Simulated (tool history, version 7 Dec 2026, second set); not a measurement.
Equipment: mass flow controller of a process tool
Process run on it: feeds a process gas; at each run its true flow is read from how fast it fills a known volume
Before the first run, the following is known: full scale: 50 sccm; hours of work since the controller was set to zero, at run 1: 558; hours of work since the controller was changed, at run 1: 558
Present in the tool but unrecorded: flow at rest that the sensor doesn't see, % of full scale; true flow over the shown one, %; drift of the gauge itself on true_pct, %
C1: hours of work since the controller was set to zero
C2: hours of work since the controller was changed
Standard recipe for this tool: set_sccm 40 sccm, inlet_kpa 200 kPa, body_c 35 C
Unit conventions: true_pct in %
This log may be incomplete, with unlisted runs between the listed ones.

{"run": 1, "hour": 0.0, "set_sccm": 40, "inlet_kpa": 200, "body_c": 35, "C1": 558, "C2": 558, "true_pct": 101.08}
{"run": 2, "hour": 66.0, "set_sccm": 40, "inlet_kpa": 200, "body_c": 35, "C1": 590, "C2": 590, "true_pct": 101.2}
{"run": 3, "hour": 114.5, "set_sccm": 40, "inlet_kpa": 200, "body_c": 35, "C1": 614, "C2": 614, "true_pct": 101.02}
{"run": 4, "hour": 176.6, "set_sccm": 40, "inlet_kpa": 200, "body_c": 35, "C1": 645, "C2": 645, "true_pct": 101.27}
{"run": 5, "hour": 221.9, "set_sccm": 40, "inlet_kpa": 200, "body_c": 21, "C1": 667, "C2": 667, "true_pct": 99.98}
{"run": 6, "hour": 262.3, "set_sccm": 40, "inlet_kpa": 200, "body_c": 21, "C1": 687, "C2": 687, "true_pct": 99.91}
{"run": 7, "hour": 296.6, "set_sccm": 40, "inlet_kpa": 200, "body_c": 21, "C1": 704, "C2": 704, "true_pct": 99.99}
{"run": 8, "hour": 372.9, "set_sccm": 40, "inlet_kpa": 200, "body_c": 34, "C1": 742, "C2": 742, "true_pct": 101.0}
{"run": 9, "hour": 416.7, "set_sccm": 40, "inlet_kpa": 200, "body_c": 34, "C1": 764, "C2": 764, "true_pct": 101.14}
{"run": 10, "hour": 497.1, "set_sccm": 40, "inlet_kpa": 200, "body_c": 34, "C1": 804, "C2": 804, "true_pct": 101.18}
{"run": 11, "hour": 548.6, "set_sccm": 40, "inlet_kpa": 200, "body_c": 34, "C1": 829, "C2": 829, "true_pct": 101.09}
{"run": 12, "hour": 587.4, "set_sccm": 40, "inlet_kpa": 200, "body_c": 34, "C1": 848, "C2": 848, "true_pct": 101.1}
{"run": 13, "hour": 648.6, "set_sccm": 49, "inlet_kpa": 200, "body_c": 35, "C1": 879, "C2": 879, "true_pct": 101.35}
{"run": 14, "hour": 727.7, "set_sccm": 49, "inlet_kpa": 200, "body_c": 35, "C1": 918, "C2": 918, "true_pct": 101.33}
{"run": 15, "hour": 763.0, "set_sccm": 49, "inlet_kpa": 200, "body_c": 35, "C1": 935, "C2": 935, "true_pct": 101.43}
{"run": 16, "hour": 824.8, "set_sccm": 49, "inlet_kpa": 200, "body_c": 34, "C1": 966, "C2": 966, "true_pct": 101.25}
{"run": 17, "hour": 866.1, "set_sccm": 49, "inlet_kpa": 200, "body_c": 34, "C1": 986, "C2": 986, "true_pct": 101.37}
{"run": 18, "hour": 948.7, "set_sccm": 40, "inlet_kpa": 222, "body_c": 35, "C1": 1027, "C2": 1027, "true_pct": 101.32}
{"run": 19, "hour": 1001.0, "set_sccm": 40, "inlet_kpa": 222, "body_c": 35, "C1": 1053, "C2": 1053, "true_pct": 101.41}
{"run": 20, "hour": 1034.7, "set_sccm": 40, "inlet_kpa": 222, "body_c": 35, "C1": 1070, "C2": 1070, "true_pct": 101.37}
{"run": 21, "hour": 1083.3, "set_sccm": 40, "inlet_kpa": 222, "body_c": 35, "C1": 1094, "C2": 1094, "true_pct": 101.38}
{"run": 22, "hour": 1140.0, "set_sccm": 40, "inlet_kpa": 222, "body_c": 35, "C1": 1122, "C2": 1122, "true_pct": 101.53}
{"run": 23, "hour": 1178.0, "set_sccm": 40, "inlet_kpa": 222, "body_c": 35, "C1": 1140, "C2": 1140, "true_pct": 101.4}
{"run": 24, "hour": 1215.1, "set_sccm": 40, "inlet_kpa": 222, "body_c": 35, "C1": 1159, "C2": 1159, "true_pct": 101.38}
{"run": 25, "hour": 1284.1, "set_sccm": 40, "inlet_kpa": 222, "body_c": 35, "C1": 1193, "C2": 1193, "true_pct": 101.42}
{"run": 26, "hour": 1330.3, "set_sccm": 42, "inlet_kpa": 146, "body_c": 40, "C1": 1216, "C2": 1216, "true_pct": 101.55}
{"run": 27, "hour": 1384.5, "set_sccm": 42, "inlet_kpa": 146, "body_c": 40, "C1": 1243, "C2": 1243, "true_pct": 101.58}
{"run": 28, "hour": 1430.6, "set_sccm": 42, "inlet_kpa": 146, "body_c": 40, "C1": 1265, "C2": 1265, "true_pct": 101.6}
{"run": 29, "hour": 1491.7, "set_sccm": 42, "inlet_kpa": 146, "body_c": 40, "C1": 1296, "C2": 1296, "true_pct": 101.67}
{"run": 30, "hour": 1556.1, "set_sccm": 42, "inlet_kpa": 269, "body_c": 27, "C1": 1328, "C2": 1328, "true_pct": 101.07}
{"run": 31, "hour": 1602.1, "set_sccm": 8, "inlet_kpa": 160, "body_c": 27, "C1": 1350, "C2": 1350, "true_pct": 101.71}
{"run": 32, "hour": 1657.6, "set_sccm": 6, "inlet_kpa": 200, "body_c": 29, "C1": 1378, "C2": 1378, "true_pct": 102.64}
{"run": 33, "hour": 1722.7, "set_sccm": 6, "inlet_kpa": 200, "body_c": 29, "C1": 1410, "C2": 1410, "true_pct": 102.77}
{"run": 34, "hour": 1796.0, "set_sccm": 24, "inlet_kpa": 186, "body_c": 37, "C1": 1446, "C2": 1446, "true_pct": 101.54}
{"run": 35, "hour": 1872.4, "set_sccm": 40, "inlet_kpa": 203, "body_c": 35, "C1": 1484, "C2": 1484, "true_pct": 101.35}
{"run": 36, "hour": 1932.3, "set_sccm": 40, "inlet_kpa": 203, "body_c": 35, "C1": 1514, "C2": 1514, "true_pct": 101.57}
{"run": 37, "hour": 2010.4, "set_sccm": 40, "inlet_kpa": 203, "body_c": 35, "C1": 1552, "C2": 1552, "true_pct": 101.46}
{"run": 38, "hour": 2078.1, "set_sccm": 40, "inlet_kpa": 202, "body_c": 31, "C1": 1586, "C2": 1586, "true_pct": 101.22}
{"run": 39, "hour": 2146.8, "set_sccm": 6, "inlet_kpa": 200, "body_c": 35, "C1": 1620, "C2": 1620, "true_pct": 103.72}
{"run": 40, "hour": 2224.5, "set_sccm": 6, "inlet_kpa": 200, "body_c": 35, "C1": 1658, "C2": 1658, "true_pct": 103.95}
{"run": 41, "hour": 2262.4, "set_sccm": 6, "inlet_kpa": 200, "body_c": 35, "C1": 1677, "C2": 1677, "true_pct": 103.7}
{"run": 42, "hour": 2329.9, "set_sccm": 6, "inlet_kpa": 200, "body_c": 35, "C1": 1710, "C2": 1710, "true_pct": 103.86}
{"run": 43, "hour": 2392.8, "set_sccm": 42, "inlet_kpa": 205, "body_c": 21, "C1": 1742, "C2": 1742, "true_pct": 100.43}
{"run": 44, "hour": 2472.4, "set_sccm": 10, "inlet_kpa": 200, "body_c": 20, "C1": 1781, "C2": 1781, "true_pct": 101.33}
{"run": 45, "hour": 2522.5, "set_sccm": 19, "inlet_kpa": 214, "body_c": 23, "C1": 1806, "C2": 1806, "true_pct": 100.79}
{"run": 46, "hour": 2605.9, "set_sccm": 37, "inlet_kpa": 214, "body_c": 27, "C1": 1847, "C2": 1847, "true_pct": 100.88}
{"run": 47, "hour": 2669.0, "set_sccm": 15, "inlet_kpa": 166, "body_c": 34, "C1": 1878, "C2": 1878, "true_pct": 101.95}
{"run": 48, "hour": 2714.1, "set_sccm": 15, "inlet_kpa": 166, "body_c": 34, "C1": 1900, "C2": 1900, "true_pct": 101.9}
{"run": 49, "hour": 2784.5, "set_sccm": 10, "inlet_kpa": 253, "body_c": 23, "C1": 1935, "C2": 1935, "true_pct": 102.0}

What if the next run were any one of these 4? Each begins from the tool's condition after run 49:
{"run": "A", "hour": 2834.4, "set_sccm": 13, "inlet_kpa": 142, "body_c": 27, "C1": 1960, "C2": 1960, "true_pct": "?"}
{"run": "B", "hour": 2834.4, "set_sccm": 9, "inlet_kpa": 149, "body_c": 21, "C1": 1960, "C2": 1960, "true_pct": "?"}
{"run": "C", "hour": 2834.4, "set_sccm": 12, "inlet_kpa": 158, "body_c": 30, "C1": 1960, "C2": 1960, "true_pct": "?"}
{"run": "D", "hour": 2834.4, "set_sccm": 6, "inlet_kpa": 200, "body_c": 26, "C1": 1960, "C2": 1960, "true_pct": "?"}

run=A true_pct=101.32
run=B true_pct=101.65
run=C true_pct=101.91
run=D true_pct=103.48
With no hidden state in the tool, these same runs would have given:
run=A true_pct=99.10
run=B true_pct=98.62
run=C true_pct=99.54
run=D true_pct=99.14
